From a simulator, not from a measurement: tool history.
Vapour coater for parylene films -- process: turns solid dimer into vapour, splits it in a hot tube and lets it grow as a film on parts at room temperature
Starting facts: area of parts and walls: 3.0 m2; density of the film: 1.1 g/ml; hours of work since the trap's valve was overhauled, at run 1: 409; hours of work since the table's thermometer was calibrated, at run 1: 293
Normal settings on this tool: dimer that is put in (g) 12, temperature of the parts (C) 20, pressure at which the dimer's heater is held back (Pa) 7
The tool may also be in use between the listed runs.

| run | day | dimer that is put in (g) | temperature of the parts (C) | pressure at which the dimer's heater is held back (Pa) | hours of work since the trap's valve was overhauled | hours of work since the table's thermometer was calibrated | thickness of the film (nm) |
|---|---|---|---|---|---|---|---|
| 1 | 0 | 12 | 20 | 7 | 409 | 293 | 2600 |
| 2 | 0.879 | 12 | 20 | 7 | 417 | 302 | 2550 |
| 3 | 1.442 | 12 | 20 | 7 | 423 | 308 | 2590 |
| 4 | 2.275 | 12 | 20 | 7 | 431 | 316 | 2580 |
| 5 | 2.996 | 12 | 20 | 7 | 438 | 323 | 2580 |
| 6 | 3.783 | 12 | 20 | 7 | 446 | 331 | 2580 |
| 7 | 4.475 | 12 | 20 | 7 | 453 | 338 | 2550 |
| 8 | 5.25 | 12 | 20 | 7 | 461 | 345 | 2560 |
| 9 | 6.167 | 12 | 20 | 7 | 470 | 355 | 2580 |
| 10 | 6.962 | 12 | 20 | 2 | 478 | 362 | 2880 |
| 11 | 7.6 | 12 | 20 | 2 | 484 | 369 | 2920 |
| 12 | 8.042 | 12 | 20 | 2 | 488 | 373 | 2800 |
| 13 | 9 | 12 | 20 | 2 | 498 | 383 | 2870 |
| 14 | 9.729 | 12 | 20 | 2 | 505 | 390 | 2870 |
| 15 | 10.3 | 12 | 20 | 2 | 511 | 395 | 2860 |
| 16 | 10.733 | 12 | 20 | 2 | 515 | 400 | 2810 |
| 17 | 11.329 | 14 | 20 | 7 | 521 | 406 | 3030 |
| 18 | 11.742 | 21 | 20 | 7 | 525 | 410 | 4480 |
| 19 | 12.162 | 21 | 20 | 7 | 529 | 414 | 4520 |
| 20 | 12.621 | 21 | 20 | 7 | 534 | 419 | 4480 |
| 21 | 13.038 | 21 | 20 | 7 | 538 | 423 | 4460 |
| 22 | 14.029 | 21 | 20 | 7 | 548 | 432 | 4410 |
| 23 | 14.467 | 21 | 20 | 7 | 552 | 437 | 4550 |
| 24 | 15.062 | 7 | 20 | 7 | 558 | 443 | 1520 |
|  | 15.375 | trap's valve overhauled |
| 25 | 16.067 | 7 | 20 | 7 | 7 | 451 | 1520 |
| 26 | 16.921 | 7 | 20 | 7 | 15 | 460 | 1480 |
| 27 | 17.383 | 7 | 20 | 7 | 20 | 464 | 1540 |
| 28 | 18.217 | 7 | 20 | 7 | 28 | 472 | 1520 |
| 29 | 18.925 | 8 | 16 | 3.72 | 35 | 479 | 1970 |
| 30 | 19.371 | 6 | 20 | 3.27 | 40 | 484 | 1320 |
| 31 | 19.85 | 12 | 20 | 9.58 | 44 | 489 | 2510 |
| 32 | 20.75 | 12 | 20 | 9.58 | 53 | 497 | 2490 |
| 33 | 21.571 | 7 | 23 | 9.61 | 61 | 506 | 1370 |
| 34 | 22.392 | 7 | 23 | 9.61 | 70 | 514 | 1390 |
| 35 | 23.246 | 12 | 17 | 5.68 | 78 | 522 | 2750 |
| 36 | 23.725 | 12 | 17 | 5.68 | 83 | 527 | 2820 |
| 37 | 24.179 | 10 | 29 | 6.15 | 87 | 532 | 1820 |
| 38 | 24.854 | 7 | 16 | 7.53 | 94 | 538 | 1600 |
| 39 | 25.833 | 6 | 20 | 5.01 | 104 | 548 | 1310 |
| 40 | 26.683 | 12 | 20 | 4.71 | 112 | 556 | 2620 |
| 41 | 27.225 | 13 | 23 | 7 | 118 | 562 | 2700 |
| 42 | 27.892 | 9 | 12 | 10.31 | 124 | 568 | 2200 |
| 43 | 28.479 | 22 | 32 | 2.18 | 130 | 574 | 4080 |
| 44 | 29.467 | 15 | 20 | 7 | 140 | 584 | 3260 |
| 45 | 30.112 | 15 | 20 | 7 | 146 | 590 | 3200 |
| 46 | 31.046 | 15 | 20 | 7 | 155 | 600 | 3230 |
| 47 | 31.604 | 7 | 16 | 2.03 | 161 | 605 | 1820 |

Predict each of these 3 candidate next runs independently; none follows another, all start after run 47:
| A | 32.375 | 9 | 16 | 2.03 | 169 | 613 | ? |
| B | 32.375 | 12 | 20 | 8.05 | 169 | 613 | ? |
| C | 32.375 | 7 | 25 | 2.03 | 169 | 613 | ? |

| run | thickness of the film (nm) |
|---|---|
| A | 2300 |
| B | 2560 |
| C | 1470 |
Take away the tool's hidden state, keep each run's random variation, and the runs would have read:
| run | thickness of the film (nm) |
|---|---|
| A | 2300 |
| B | 2570 |
| C | 1470 |
